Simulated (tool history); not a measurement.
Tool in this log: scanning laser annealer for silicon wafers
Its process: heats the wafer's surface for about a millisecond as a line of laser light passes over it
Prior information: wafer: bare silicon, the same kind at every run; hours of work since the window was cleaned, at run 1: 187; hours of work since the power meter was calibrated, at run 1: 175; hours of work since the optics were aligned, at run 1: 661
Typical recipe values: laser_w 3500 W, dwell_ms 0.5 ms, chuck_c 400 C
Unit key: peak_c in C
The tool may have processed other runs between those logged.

run   hour  laser_w  dwell_ms  chuck_c  hours of work since the window was cleaned  hours of work since the power meter was calibrated  hours of work since the optics were aligned  peak_c
  1      0     3500       0.5      400                                         187                                                 175                                          661    1131
  2   11.6     3500       0.5      400                                         195                                                 183                                          668    1129
  3   20.1     3500       0.5      400                                         200                                                 189                                          674    1129
  4   33.2     3500       0.5      400                                         209                                                 197                                          683    1133
  5   44.3     3329       0.5      400                                         216                                                 205                                          690    1094
  6   51.3     3329       0.5      400                                         221                                                 210                                          695    1091
  7   59.4     3329       0.5      400                                         226                                                 215                                          700    1091
  8   69.8     3500       0.5      400                                         233                                                 222                                          707    1128
  9   80.9     3500       0.5      400                                         241                                                 229                                          715    1130
 10   93.6     3500       0.5      400                                         249                                                 238                                          723    1130
 11  104.1     3721     0.566      392                                         256                                                 245                                          730    1228
 12  111.5     3468     0.421      400                                         261                                                 250                                          735    1062
 13  123.4     3192     0.382      400                                         269                                                 258                                          743     972

The next listed run, before its measurement:
 14  136.2     3836     0.598      429                                         278                                                 266                                          752       ?

Logged for run 14: peak_c 1312 C.
Take away the tool's hidden state, keep the run-to-run variation as it was, and the same run would have given peak_c 1354 C.

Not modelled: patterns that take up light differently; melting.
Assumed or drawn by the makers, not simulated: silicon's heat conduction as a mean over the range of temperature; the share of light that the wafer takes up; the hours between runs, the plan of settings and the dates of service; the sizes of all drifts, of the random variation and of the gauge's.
